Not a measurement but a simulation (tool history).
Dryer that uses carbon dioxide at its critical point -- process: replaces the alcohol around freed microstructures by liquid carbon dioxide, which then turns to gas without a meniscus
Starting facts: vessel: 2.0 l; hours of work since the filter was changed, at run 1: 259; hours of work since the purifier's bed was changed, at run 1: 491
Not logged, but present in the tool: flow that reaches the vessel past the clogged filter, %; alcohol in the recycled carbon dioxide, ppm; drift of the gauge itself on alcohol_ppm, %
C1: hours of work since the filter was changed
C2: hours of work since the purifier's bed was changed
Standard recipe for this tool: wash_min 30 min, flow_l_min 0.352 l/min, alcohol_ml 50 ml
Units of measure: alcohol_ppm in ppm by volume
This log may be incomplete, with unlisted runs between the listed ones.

Run 1, hour 0.0: usual settings; C1 259; C2 491. Result: alcohol_ppm 444 ppm by volume.
Run 2, hour 28.9: usual settings; C1 270; C2 502. Result: alcohol_ppm 442 ppm by volume.
Run 3, hour 62.3: usual settings; C1 282; C2 515. Result: alcohol_ppm 460 ppm by volume.
Run 4, hour 83.8: usual settings; C1 290; C2 523. Result: alcohol_ppm 462 ppm by volume.
Run 5, hour 107.3: usual settings; C1 299; C2 531. Result: alcohol_ppm 455 ppm by volume.
Run 6, hour 132.4: usual settings; C1 308; C2 541. Result: alcohol_ppm 460 ppm by volume.
Run 7, hour 164.2: usual settings; C1 320; C2 553. Result: alcohol_ppm 473 ppm by volume.
Run 8, hour 184.0: usual settings; C1 328; C2 560. Result: alcohol_ppm 478 ppm by volume.
Run 9, hour 201.1: usual settings; C1 334; C2 566. Result: alcohol_ppm 487 ppm by volume.
Run 10, hour 218.6: usual settings; C1 341; C2 573. Result: alcohol_ppm 499 ppm by volume.
Run 11, hour 248.3: usual settings; C1 352; C2 584. Result: alcohol_ppm 506 ppm by volume.
Run 12, hour 280.5: usual settings; C1 364; C2 596. Result: alcohol_ppm 503 ppm by volume.
Run 13, hour 294.4: usual settings; C1 369; C2 601. Result: alcohol_ppm 507 ppm by volume.
Run 14, hour 308.4: usual settings; C1 374; C2 606. Result: alcohol_ppm 524 ppm by volume.
Run 15, hour 326.0: usual settings; C1 381; C2 613. Result: alcohol_ppm 516 ppm by volume.
Run 16, hour 341.5: usual settings but flow_l_min 0.291 l/min; C1 386; C2 619. Result: alcohol_ppm 941 ppm by volume.
At hour 364.9: inlet filter changed.
Run 17, hour 365.1: usual settings but flow_l_min 0.430 l/min; C1 0; C2 627. Result: alcohol_ppm 222 ppm by volume.
Run 18, hour 392.4: usual settings but alcohol_ml 117 ml; C1 10; C2 637. Result: alcohol_ppm 702 ppm by volume.
Run 19, hour 406.5: usual settings but wash_min 33 min; C1 15; C2 642. Result: alcohol_ppm 293 ppm by volume.
Run 20, hour 426.2: usual settings; C1 23; C2 650. Result: alcohol_ppm 391 ppm by volume.
Run 21, hour 446.0: usual settings; C1 30; C2 657. Result: alcohol_ppm 394 ppm by volume.
Run 22, hour 469.4: usual settings; C1 39; C2 666. Result: alcohol_ppm 398 ppm by volume.
Run 23, hour 488.2: usual settings; C1 46; C2 673. Result: alcohol_ppm 402 ppm by volume.
Run 24, hour 514.8: usual settings but wash_min 22 min, flow_l_min 0.482 l/min; C1 56; C2 683. Result: alcohol_ppm 387 ppm by volume.
Run 25, hour 529.1: usual settings but wash_min 20 min, flow_l_min 0.234 l/min, alcohol_ml 25 ml; C1 61; C2 688. Result: alcohol_ppm 1780 ppm by volume.
Run 26, hour 553.6: usual settings but wash_min 42 min, flow_l_min 0.277 l/min, alcohol_ml 24 ml; C1 70; C2 697. Result: alcohol_ppm 239 ppm by volume.
Run 27, hour 567.7: usual settings but wash_min 22 min, flow_l_min 0.373 l/min, alcohol_ml 74 ml; C1 76; C2 702. Result: alcohol_ppm 1192 ppm by volume.
Run 28, hour 596.8: usual settings but wash_min 22 min, flow_l_min 0.373 l/min, alcohol_ml 74 ml; C1 86; C2 713. Result: alcohol_ppm 1227 ppm by volume.
Run 29, hour 630.6: usual settings but wash_min 27 min, flow_l_min 0.278 l/min, alcohol_ml 74 ml; C1 99; C2 726. Result: alcohol_ppm 1624 ppm by volume.
Run 30, hour 655.8: usual settings but wash_min 27 min, flow_l_min 0.278 l/min, alcohol_ml 74 ml; C1 108; C2 735. Result: alcohol_ppm 1622 ppm by volume.
Run 31, hour 672.8: usual settings but wash_min 27 min, flow_l_min 0.231 l/min, alcohol_ml 74 ml; C1 115; C2 742. Result: alcohol_ppm 2803 ppm by volume.
Run 32, hour 693.9: usual settings but wash_min 44 min, flow_l_min 0.231 l/min, alcohol_ml 55 ml; C1 123; C2 749. Result: alcohol_ppm 538 ppm by volume.
Run 33, hour 708.7: usual settings but wash_min 26 min, flow_l_min 0.299 l/min, alcohol_ml 41 ml; C1 128; C2 755. Result: alcohol_ppm 918 ppm by volume.
Run 34, hour 731.9: usual settings but flow_l_min 0.592 l/min; C1 137; C2 764. Result: alcohol_ppm 181 ppm by volume.
Run 35, hour 745.8: usual settings but wash_min 24 min, flow_l_min 0.471 l/min; C1 142; C2 769. Result: alcohol_ppm 376 ppm by volume.
Run 36, hour 766.4: usual settings but wash_min 21 min, flow_l_min 0.471 l/min, alcohol_ml 25 ml; C1 149; C2 776. Result: alcohol_ppm 352 ppm by volume.
Run 37, hour 797.8: usual settings but flow_l_min 0.408 l/min; C1 161; C2 788. Result: alcohol_ppm 309 ppm by volume.
Run 38, hour 828.6: usual settings but flow_l_min 0.392 l/min, alcohol_ml 73 ml; C1 173; C2 800. Result: alcohol_ppm 416 ppm by volume.
Run 39, hour 855.1: usual settings but flow_l_min 0.392 l/min, alcohol_ml 73 ml; C1 183; C2 809. Result: alcohol_ppm 420 ppm by volume.
Run 40, hour 877.5: usual settings but wash_min 23 min, flow_l_min 0.544 l/min, alcohol_ml 35 ml; C1 191; C2 818. Result: alcohol_ppm 268 ppm by volume.
Run 41, hour 901.2: usual settings but wash_min 42 min, flow_l_min 0.267 l/min, alcohol_ml 34 ml; C1 200; C2 827. Result: alcohol_ppm 334 ppm by volume.
Run 42, hour 919.8: usual settings but wash_min 42 min, flow_l_min 0.267 l/min, alcohol_ml 34 ml; C1 207; C2 834. Result: alcohol_ppm 338 ppm by volume.
Run 43, hour 946.9: usual settings but wash_min 42 min, flow_l_min 0.267 l/min, alcohol_ml 34 ml; C1 217; C2 844. Result: alcohol_ppm 346 ppm by volume.
Run 44, hour 977.9: usual settings but wash_min 42 min, flow_l_min 0.267 l/min, alcohol_ml 34 ml; C1 228; C2 855. Result: alcohol_ppm 353 ppm by volume.
Run 45, hour 1009.6: usual settings but wash_min 42 min, flow_l_min 0.267 l/min, alcohol_ml 34 ml; C1 240; C2 867. Result: alcohol_ppm 352 ppm by volume.
Run 46, hour 1036.4: usual settings but alcohol_ml 22 ml; C1 250; C2 877. Result: alcohol_ppm 327 ppm by volume.

Alternative continuations, all from the tool just after run 46; predict every row:
Run A, hour 1054.7: usual settings but wash_min 36 min; C1 257; C2 884. Result: alcohol_ppm ?.
Run B, hour 1054.7: usual settings but wash_min 47 min, flow_l_min 0.221 l/min, alcohol_ml 42 ml; C1 257; C2 884. Result: alcohol_ppm ?.
Run C, hour 1054.7: usual settings but alcohol_ml 25 ml; C1 257; C2 884. Result: alcohol_ppm ?.
Run D, hour 1054.7: usual settings but wash_min 37 min, alcohol_ml 60 ml; C1 257; C2 884. Result: alcohol_ppm ?.
Run E, hour 1054.7: usual settings but flow_l_min 0.437 l/min, alcohol_ml 55 ml; C1 257; C2 884. Result: alcohol_ppm ?.

run  alcohol_ppm
  A          331
  B          492
  C          357
  D          346
  E          321
The same runs, with their run-to-run variation unchanged, on a tool lacking any hidden condition would have given:
run  alcohol_ppm
  A           96
  B          224
  C          121
  D          107
  E           91
